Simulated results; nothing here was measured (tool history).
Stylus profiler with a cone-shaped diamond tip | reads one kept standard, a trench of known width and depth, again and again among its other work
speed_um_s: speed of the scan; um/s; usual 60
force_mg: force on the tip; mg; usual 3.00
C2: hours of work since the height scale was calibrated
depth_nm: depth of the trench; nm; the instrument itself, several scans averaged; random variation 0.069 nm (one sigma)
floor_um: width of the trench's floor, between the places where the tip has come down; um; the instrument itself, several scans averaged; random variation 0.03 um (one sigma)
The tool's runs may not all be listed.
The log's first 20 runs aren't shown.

run 21 hour=1143.9 | speed_um_s=60 force_mg=3.00 | scans_with_this_tip=11477 C2=1215 | depth_nm=101.30 floor_um=17.26
run 22 hour=1203.1 | speed_um_s=60 force_mg=3.00 | scans_with_this_tip=11664 C2=1261 | depth_nm=101.54 floor_um=17.24
run 23 hour=1264.3 | speed_um_s=60 force_mg=3.00 | scans_with_this_tip=11857 C2=1309 | depth_nm=101.55 floor_um=17.27
run 24 hour=1347.3 | speed_um_s=60 force_mg=3.00 | scans_with_this_tip=12119 C2=1373 | depth_nm=101.61 floor_um=17.22
run 25 hour=1407.3 | speed_um_s=19 force_mg=6.74 | scans_with_this_tip=12308 C2=1420 | depth_nm=102.42 floor_um=17.40
run 26 hour=1455.5 | speed_um_s=45 force_mg=3.00 | scans_with_this_tip=12460 C2=1458 | depth_nm=101.58 floor_um=17.29
run 27 hour=1525.1 | speed_um_s=16 force_mg=1.09 | scans_with_this_tip=12679 C2=1512 | depth_nm=100.96 floor_um=17.37
-- hour=1539.9 height scale calibrated on a step standard
run 28 hour=1595.6 | speed_um_s=144 force_mg=3.80 | scans_with_this_tip=12900 C2=43 | depth_nm=101.99 floor_um=16.87
run 29 hour=1677.4 | speed_um_s=52 force_mg=1.64 | scans_with_this_tip=13158 C2=107 | depth_nm=101.42 floor_um=17.12
run 30 hour=1741.9 | speed_um_s=45 force_mg=1.74 | scans_with_this_tip=13361 C2=157 | depth_nm=101.44 floor_um=17.17
-- hour=1785.1 height scale calibrated on a step standard, once more
run 31 hour=1820.3 | speed_um_s=213 force_mg=6.70 | scans_with_this_tip=13607 C2=27 | depth_nm=101.87 floor_um=16.83
run 32 hour=1864.4 | speed_um_s=213 force_mg=6.70 | scans_with_this_tip=13746 C2=62 | depth_nm=101.98 floor_um=16.80
run 33 hour=1942.2 | speed_um_s=237 force_mg=3.00 | scans_with_this_tip=13991 C2=122 | depth_nm=101.22 floor_um=16.45
run 34 hour=2001.9 | speed_um_s=63 force_mg=2.86 | scans_with_this_tip=14179 C2=169 | depth_nm=101.14 floor_um=17.05
run 35 hour=2051.1 | speed_um_s=18 force_mg=3.56 | scans_with_this_tip=14334 C2=207 | depth_nm=101.20 floor_um=17.28
run 36 hour=2097.1 | speed_um_s=22 force_mg=1.07 | scans_with_this_tip=14479 C2=243 | depth_nm=100.64 floor_um=17.26
run 37 hour=2135.0 | speed_um_s=50 force_mg=1.07 | scans_with_this_tip=14599 C2=272 | depth_nm=100.69 floor_um=16.99
run 38 hour=2180.9 | speed_um_s=31 force_mg=4.49 | scans_with_this_tip=14744 C2=308 | depth_nm=101.60 floor_um=17.22
run 39 hour=2262.7 | speed_um_s=184 force_mg=2.30 | scans_with_this_tip=15002 C2=372 | depth_nm=100.92 floor_um=16.47
run 40 hour=2305.4 | speed_um_s=184 force_mg=2.30 | scans_with_this_tip=15136 C2=405 | depth_nm=100.96 floor_um=16.52
run 41 hour=2381.9 | speed_um_s=60 force_mg=6.68 | scans_with_this_tip=15377 C2=464 | depth_nm=101.97 floor_um=17.14
run 42 hour=2446.1 | speed_um_s=60 force_mg=1.33 | scans_with_this_tip=15580 C2=514 | depth_nm=100.65 floor_um=16.95
run 43 hour=2530.6 | speed_um_s=60 force_mg=1.33 | scans_with_this_tip=15846 C2=580 | depth_nm=100.93 floor_um=17.01
run 44 hour=2581.4 | speed_um_s=60 force_mg=1.33 | scans_with_this_tip=16006 C2=620 | depth_nm=100.79 floor_um=16.93
run 45 hour=2634.9 | speed_um_s=45 force_mg=1.33 | scans_with_this_tip=16175 C2=661 | depth_nm=100.90 floor_um=17.07

4 ways to go on from here, each from the tool as it stands after run 45. What would each give?
run A hour=2718.6 | speed_um_s=202 force_mg=1.33 | scans_with_this_tip=16439 C2=726 | depth_nm=? floor_um=?
run B hour=2718.6 | speed_um_s=185 force_mg=3.48 | scans_with_this_tip=16439 C2=726 | depth_nm=? floor_um=?
run C hour=2718.6 | speed_um_s=58 force_mg=1.33 | scans_with_this_tip=16439 C2=726 | depth_nm=? floor_um=?
run D hour=2718.6 | speed_um_s=60 force_mg=4.74 | scans_with_this_tip=16439 C2=726 | depth_nm=? floor_um=?

run=A depth_nm=100.97 floor_um=16.09
run=B depth_nm=101.37 floor_um=16.60
run=C depth_nm=100.84 floor_um=16.91
run=D depth_nm=101.73 floor_um=17.06
Without the tool's hidden state the same runs would have given:
run=A depth_nm=100.78 floor_um=16.81
run=B depth_nm=101.17 floor_um=17.32
run=C depth_nm=100.64 floor_um=17.63
run=D depth_nm=101.53 floor_um=17.78

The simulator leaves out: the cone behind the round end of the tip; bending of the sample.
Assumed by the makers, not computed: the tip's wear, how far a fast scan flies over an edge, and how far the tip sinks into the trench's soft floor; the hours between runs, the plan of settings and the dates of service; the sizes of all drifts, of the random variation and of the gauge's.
